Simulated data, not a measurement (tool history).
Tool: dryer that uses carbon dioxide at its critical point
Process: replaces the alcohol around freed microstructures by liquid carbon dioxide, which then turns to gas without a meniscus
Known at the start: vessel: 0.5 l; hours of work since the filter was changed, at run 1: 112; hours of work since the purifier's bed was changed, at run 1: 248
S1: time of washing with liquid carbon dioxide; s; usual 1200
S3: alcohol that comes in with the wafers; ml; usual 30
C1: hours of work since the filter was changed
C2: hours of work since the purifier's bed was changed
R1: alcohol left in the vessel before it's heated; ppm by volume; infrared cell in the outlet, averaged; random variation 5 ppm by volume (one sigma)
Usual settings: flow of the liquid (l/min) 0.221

run 1 hour=0.0 | S1=1200 flow_of_the_liquid_(l/min)=0.221 S3=30 | C1=112 C2=248 | R1=89
run 2 hour=8.1 | S1=1200 flow_of_the_liquid_(l/min)=0.221 S3=30 | C1=117 C2=253 | R1=76
run 3 hour=24.2 | S1=1200 flow_of_the_liquid_(l/min)=0.221 S3=30 | C1=126 C2=263 | R1=92
run 4 hour=33.4 | S1=1200 flow_of_the_liquid_(l/min)=0.221 S3=30 | C1=132 C2=268 | R1=83
run 5 hour=51.3 | S1=1200 flow_of_the_liquid_(l/min)=0.221 S3=58 | C1=142 C2=278 | R1=143
run 6 hour=64.2 | S1=1200 flow_of_the_liquid_(l/min)=0.221 S3=58 | C1=150 C2=286 | R1=151
run 7 hour=80.3 | S1=1200 flow_of_the_liquid_(l/min)=0.221 S3=111 | C1=159 C2=295 | R1=282
run 8 hour=98.1 | S1=1200 flow_of_the_liquid_(l/min)=0.221 S3=111 | C1=170 C2=306 | R1=301
run 9 hour=111.4 | S1=1200 flow_of_the_liquid_(l/min)=0.221 S3=111 | C1=178 C2=314 | R1=321
run 10 hour=129.1 | S1=1200 flow_of_the_liquid_(l/min)=0.214 S3=30 | C1=188 C2=324 | R1=128
run 11 hour=143.2 | S1=900 flow_of_the_liquid_(l/min)=0.302 S3=51 | C1=196 C2=332 | R1=150
run 12 hour=160.2 | S1=1200 flow_of_the_liquid_(l/min)=0.330 S3=30 | C1=206 C2=342 | R1=39
run 13 hour=171.0 | S1=1200 flow_of_the_liquid_(l/min)=0.330 S3=30 | C1=213 C2=349 | R1=44
run 14 hour=183.6 | S1=900 flow_of_the_liquid_(l/min)=0.205 S3=53 | C1=220 C2=356 | R1=1235
run 15 hour=192.4 | S1=1680 flow_of_the_liquid_(l/min)=0.148 S3=38 | C1=225 C2=361 | R1=185
-- hour=207.3 inlet filter changed
run 16 hour=210.7 | S1=1200 flow_of_the_liquid_(l/min)=0.221 S3=66 | C1=2 C2=371 | R1=113
run 17 hour=224.6 | S1=1080 flow_of_the_liquid_(l/min)=0.222 S3=66 | C1=10 C2=379 | R1=200
run 18 hour=236.9 | S1=1080 flow_of_the_liquid_(l/min)=0.222 S3=66 | C1=17 C2=387 | R1=196
run 19 hour=247.6 | S1=840 flow_of_the_liquid_(l/min)=0.261 S3=39 | C1=24 C2=393 | R1=215

Forecast each of these 3 alternatives for the next run:
run A hour=255.8 | S1=720 flow_of_the_liquid_(l/min)=0.312 S3=58 | C1=28 C2=398 | R1=?
run B hour=255.8 | S1=900 flow_of_the_liquid_(l/min)=0.221 S3=35 | C1=28 C2=398 | R1=?
run C hour=255.8 | S1=780 flow_of_the_liquid_(l/min)=0.261 S3=35 | C1=28 C2=398 | R1=?

run=A R1=291
run=B R1=311
run=C R1=279
Without the tool's hidden state the same runs would have given:
run=A R1=225
run=B R1=244
run=C R1=216
